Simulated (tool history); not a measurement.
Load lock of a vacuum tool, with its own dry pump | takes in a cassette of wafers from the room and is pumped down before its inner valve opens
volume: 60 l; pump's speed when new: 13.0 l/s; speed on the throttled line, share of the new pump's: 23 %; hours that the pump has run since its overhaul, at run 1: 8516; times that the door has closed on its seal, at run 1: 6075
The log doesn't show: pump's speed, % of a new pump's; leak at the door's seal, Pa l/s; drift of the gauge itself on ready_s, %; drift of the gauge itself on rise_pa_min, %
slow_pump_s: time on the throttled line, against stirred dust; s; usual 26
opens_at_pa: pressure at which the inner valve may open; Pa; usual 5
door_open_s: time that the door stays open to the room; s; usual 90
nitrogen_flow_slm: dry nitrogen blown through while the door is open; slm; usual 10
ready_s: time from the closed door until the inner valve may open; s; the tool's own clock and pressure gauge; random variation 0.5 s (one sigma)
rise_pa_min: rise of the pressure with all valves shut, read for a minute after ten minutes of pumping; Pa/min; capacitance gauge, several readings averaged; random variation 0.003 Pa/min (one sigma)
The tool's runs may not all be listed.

run	hour	slow_pump_s	opens_at_pa	door_open_s	nitrogen_flow_slm	hours that the pump has run since its overhaul	times that the door has closed on its seal	incoming humidity of the room's air, %	ready_s	rise_pa_min
1	0.0	26	5	90	10	8516	6075	48.5	70.4	0.037
2	160.1	26	5	90	10	8676	6318	45.9	70.1	0.040
3	376.5	26	5	90	10	8893	6648	45.5	70.6	0.039
4	532.6	26	5	217	10	9049	6886	43.8	70.8	0.052
5	670.3	14	5	90	10	9186	7096	44.7	61.0	0.039
6	897.7	14	5	90	10	9414	7442	47.6	60.9	0.041
7	1014.9	14	5	90	10	9531	7621	43.0	61.7	0.040
8	1149.3	14	5	90	10	9665	7825	45.1	61.3	0.044
9	1356.2	14	5	90	10	9872	8141	44.9	61.6	0.042
10	1460.3	14	5	90	10	9976	8299	43.0	61.6	0.048
11	1693.1	26	5	90	10	10209	8654	47.4	70.2	0.046
12	1844.6	52	5	90	10	10361	8885	41.2	89.9	0.043
13	1989.2	52	5	90	10	10505	9105	44.6	90.6	0.048
14	2094.5	52	5	90	10	10611	9265	41.6	89.9	0.049
15	2339.3	51	5	90	10	10855	9638	41.4	89.5	0.048
16	2480.0	51	5	90	10	10996	9852	41.5	90.5	0.046
17	2720.9	26	5	90	10	11237	10220	45.8	71.4	0.048
18	2886.3	26	8	90	10	11402	10472	45.6	69.4	0.055
19	3005.5	26	8	90	10	11522	10653	45.8	69.8	0.051
20	3116.6	26	5	144	10	11633	10822	46.2	71.4	0.055
21	3231.6	26	5	148	10	11748	10997	47.2	71.8	0.057
22	3336.3	21	5	90	10	11852	11157	46.5	67.5	0.052
23	3556.9	30	7	90	10	12073	11493	44.6	72.7	0.051
24	3771.8	29	4	197	10	12288	11820	45.5	75.5	0.057
25	3918.9	49	5	132	26	12435	12045	43.7	88.9	0.052
26	4133.6	49	5	132	26	12650	12372	44.8	89.8	0.042
27	4247.7	26	6	90	21	12764	12545	44.6	72.1	0.055
28	4460.2	40	5	90	10	12976	12869	40.7	83.4	0.049
29	4621.5	25	5	90	20	13138	13115	41.2	72.2	0.053
30	4791.4	13	6	58	20	13307	13374	45.2	62.9	0.048
31	4922.4	13	6	58	20	13439	13573	46.6	62.3	0.051
32	5079.3	13	6	58	20	13595	13812	45.9	62.5	0.051
33	5211.4	13	6	58	20	13727	14013	46.6	63.0	0.058
34	5423.5	26	5	62	10	13940	14337	46.0	73.4	0.060
35	5644.4	41	9	49	4	14160	14673	47.2	81.3	0.064
36	5787.6	25	7	49	4	14304	14891	46.4	71.3	0.064
37	6013.4	25	7	91	4	14530	15235	44.5	71.6	0.068
38	6136.6	25	7	91	4	14653	15423	44.1	71.8	0.071

3 ways to go on from here, each from the tool as it stands after run 38. What would each give?
A	6315.7	25	7	90	10	14832	15696	47.5	?	?
B	6315.7	18	5	90	8	14832	15696	47.4	?	?
C	6315.7	25	8	91	4	14832	15696	45.1	?	?

run	ready_s	rise_pa_min
A	71.8	0.066
B	69.3	0.069
C	69.9	0.070
Without the tool's hidden state the same runs would have given:
run	ready_s	rise_pa_min
A	64.1	0.026
B	60.9	0.028
C	62.4	0.030
